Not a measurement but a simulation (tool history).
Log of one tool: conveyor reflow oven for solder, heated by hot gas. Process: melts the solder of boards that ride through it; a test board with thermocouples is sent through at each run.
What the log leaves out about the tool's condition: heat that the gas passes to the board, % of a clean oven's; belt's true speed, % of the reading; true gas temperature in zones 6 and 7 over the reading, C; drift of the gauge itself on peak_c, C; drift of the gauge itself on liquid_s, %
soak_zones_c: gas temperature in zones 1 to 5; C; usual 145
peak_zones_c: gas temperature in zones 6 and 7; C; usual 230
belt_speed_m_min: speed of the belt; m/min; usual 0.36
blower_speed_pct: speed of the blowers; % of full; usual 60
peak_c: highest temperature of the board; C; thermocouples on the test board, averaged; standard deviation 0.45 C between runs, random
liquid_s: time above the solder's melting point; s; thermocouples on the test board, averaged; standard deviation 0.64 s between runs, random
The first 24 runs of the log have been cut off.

run,hour,soak_zones_c,peak_zones_c,belt_speed_m_min,blower_speed_pct,hours of work since the flux was cleaned out,hours of work since the belt drive was overhauled,hours of work since the thermocouples were changed,peak_c,liquid_s
25,325.4,131,221,0.36,67,374,357,341,204.6,56.3
26,338.5,131,221,0.36,67,384,366,351,204.7,57.6
27,347.1,145,238,0.32,60,390,372,357,224.5,97.3
28,365.7,133,220,0.298,68,403,385,370,209.2,80.6
29,373.9,145,230,0.36,59,409,391,376,213.6,74.1
30,389.6,159,226,0.36,60,420,402,387,212.6,82
31,406.5,159,226,0.36,60,432,414,399,212.5,82.6
32,424,159,226,0.36,60,444,426,411,212.7,83.1

Each row is a separate what-if for the run after 32, all from the same tool condition, not one after another. Results?
A,432.7,155,230,0.36,56,450,432,417,?,?
B,432.7,159,226,0.349,60,450,432,417,?,?
C,432.7,150,230,0.344,60,450,432,417,?,?

run,peak_c,liquid_s
A,214.7,81.2
B,212.9,85.8
C,215,83.2
With the hidden condition removed and each run's random variation left untouched, the same runs would have given:
run,peak_c,liquid_s
A,217.3,84
B,215.4,88.6
C,217.7,86.1

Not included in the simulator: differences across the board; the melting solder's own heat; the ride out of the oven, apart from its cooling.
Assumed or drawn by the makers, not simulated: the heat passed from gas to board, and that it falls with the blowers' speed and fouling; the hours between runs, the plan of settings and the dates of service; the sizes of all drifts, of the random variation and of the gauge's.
